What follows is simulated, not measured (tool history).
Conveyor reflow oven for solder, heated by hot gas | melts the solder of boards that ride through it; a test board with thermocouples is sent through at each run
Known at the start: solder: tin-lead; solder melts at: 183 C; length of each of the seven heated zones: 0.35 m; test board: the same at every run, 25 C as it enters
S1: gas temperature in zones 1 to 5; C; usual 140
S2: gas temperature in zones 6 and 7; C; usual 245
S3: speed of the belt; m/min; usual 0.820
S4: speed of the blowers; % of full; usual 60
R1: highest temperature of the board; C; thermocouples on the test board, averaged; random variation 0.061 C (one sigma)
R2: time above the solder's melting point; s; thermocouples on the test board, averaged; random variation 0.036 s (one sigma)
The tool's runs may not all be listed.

run	hour	S1	S2	S3	S4	R1	R2
1	0.0	140	245	0.820	60	225.53	42.72
2	34.3	140	245	0.820	66	226.98	43.44
3	48.6	140	245	0.698	60	230.88	53.08
4	82.6	140	245	0.698	60	230.72	53.02
# hour 100.4: flux residue cleaned out of gas plates and filters
5	121.6	140	245	0.698	60	231.84	53.45
6	143.9	140	245	0.698	60	231.93	53.45
7	165.8	140	245	0.698	60	231.84	53.52
8	187.7	140	245	0.904	60	222.92	37.61
9	202.9	140	245	0.904	60	222.98	37.64
10	230.8	140	245	0.904	60	222.82	37.61
11	252.8	140	245	0.904	60	222.82	37.57
12	279.2	140	245	0.904	60	222.78	37.54
13	302.7	142	245	0.904	60	223.30	38.19
14	321.0	142	245	0.904	60	223.14	38.17
15	335.3	142	245	0.904	60	223.16	38.14
16	350.4	134	247	0.820	60	227.02	42.10
# hour 364.6: thermocouples of zones 6 and 7 changed
17	373.7	140	245	0.727	60	229.55	50.47
18	407.5	138	245	0.935	60	220.01	34.63
19	433.8	140	245	0.894	60	222.34	37.80
20	453.5	140	245	0.894	60	222.18	37.73
21	481.6	140	245	0.894	60	222.16	37.73
22	500.8	140	250	0.729	60	233.85	52.05
23	528.7	148	255	0.729	71	241.88	56.71
24	552.9	148	255	0.729	71	241.85	56.59
25	582.8	148	255	0.729	71	241.86	56.70

The next listed run, before its measurement:
26	611.2	148	255	0.729	71	?	?

Run 26 gave R1 241.65 C, R2 56.66 s.
Without the tool's hidden state the same run would have given R1 242.40 C, R2 56.06 s.
